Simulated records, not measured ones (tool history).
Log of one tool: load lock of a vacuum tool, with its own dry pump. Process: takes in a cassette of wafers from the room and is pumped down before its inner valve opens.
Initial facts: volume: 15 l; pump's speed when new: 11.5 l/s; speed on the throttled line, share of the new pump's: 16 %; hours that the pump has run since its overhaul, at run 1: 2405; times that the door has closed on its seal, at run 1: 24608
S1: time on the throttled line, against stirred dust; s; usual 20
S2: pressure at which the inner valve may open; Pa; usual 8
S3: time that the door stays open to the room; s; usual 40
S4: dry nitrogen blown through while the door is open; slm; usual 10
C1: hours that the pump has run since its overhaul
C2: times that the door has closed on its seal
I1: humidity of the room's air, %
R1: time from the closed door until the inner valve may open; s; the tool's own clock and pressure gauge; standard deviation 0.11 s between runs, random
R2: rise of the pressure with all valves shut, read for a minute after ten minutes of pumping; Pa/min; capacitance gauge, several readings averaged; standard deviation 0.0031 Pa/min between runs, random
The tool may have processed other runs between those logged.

run,hour,S1,S2,S3,S4,C1,C2,I1,R1,R2
1,0,20,8,40,10,2405,24608,43,29.5,0.501
2,123.9,20,8,40,10,2529,25193,43.4,29.5,0.526
3,237.3,20,8,40,10,2642,25728,45,29.4,0.533
4,315.9,12,8,40,10,2721,26100,44.3,22.8,0.549
5,416.9,11,8,40,10,2822,26576,44.3,22.1,0.562
6,473.2,11,8,40,5,2878,26842,45.3,22.2,0.595
7,579.7,11,8,40,5,2984,27345,45.9,22.2,0.606
8,674.9,20,8,40,10,3080,27794,44.5,29.3,0.605
9,774.3,20,8,40,10,3179,28264,41.7,29.7,0.613
10,865.9,20,8,40,10,3271,28696,43.6,29.5,0.639
11,950.5,20,8,40,10,3355,29096,47.5,29.7,0.669
12,1057.3,20,8,39,14,3462,29600,48.1,29.5,0.668
13,1124.1,20,15,40,10,3529,29915,44,28.7,0.693
14,1242.4,36,15,40,7,3647,30474,42,41.9,0.708
15,1355.4,36,15,40,7,3760,31007,45,42.1,0.73
# hour 1403.4: door's seal changed, seat wiped
16,1466.5,36,15,40,7,3870,297,47.8,42.1,0.079
17,1590.5,11,8,40,25,3994,883,47.1,22.2,0.051
18,1695.6,11,8,40,25,4099,1379,46,22.1,0.052
19,1752.9,11,8,40,25,4156,1649,43.8,22.1,0.051
20,1848,22,8,40,25,4251,2099,46.2,31,0.061
21,1957.6,14,8,40,22,4361,2616,41.1,24.6,0.065

Each row is a separate what-if for the run after 21, all from the same tool condition, not one after another. Results?
A,2036.2,20,7,40,27,4439,2987,49.3,?,?
B,2036.2,18,10,40,22,4439,2987,47,?,?
C,2036.2,20,8,40,4,4439,2987,46.7,?,?

run,R1,R2
A,29.7,0.069
B,27.7,0.067
C,29.7,0.106
Without the tool's hidden state the same runs would have given:
run,R1,R2
A,29.2,0.045
B,27.2,0.043
C,29.2,0.082

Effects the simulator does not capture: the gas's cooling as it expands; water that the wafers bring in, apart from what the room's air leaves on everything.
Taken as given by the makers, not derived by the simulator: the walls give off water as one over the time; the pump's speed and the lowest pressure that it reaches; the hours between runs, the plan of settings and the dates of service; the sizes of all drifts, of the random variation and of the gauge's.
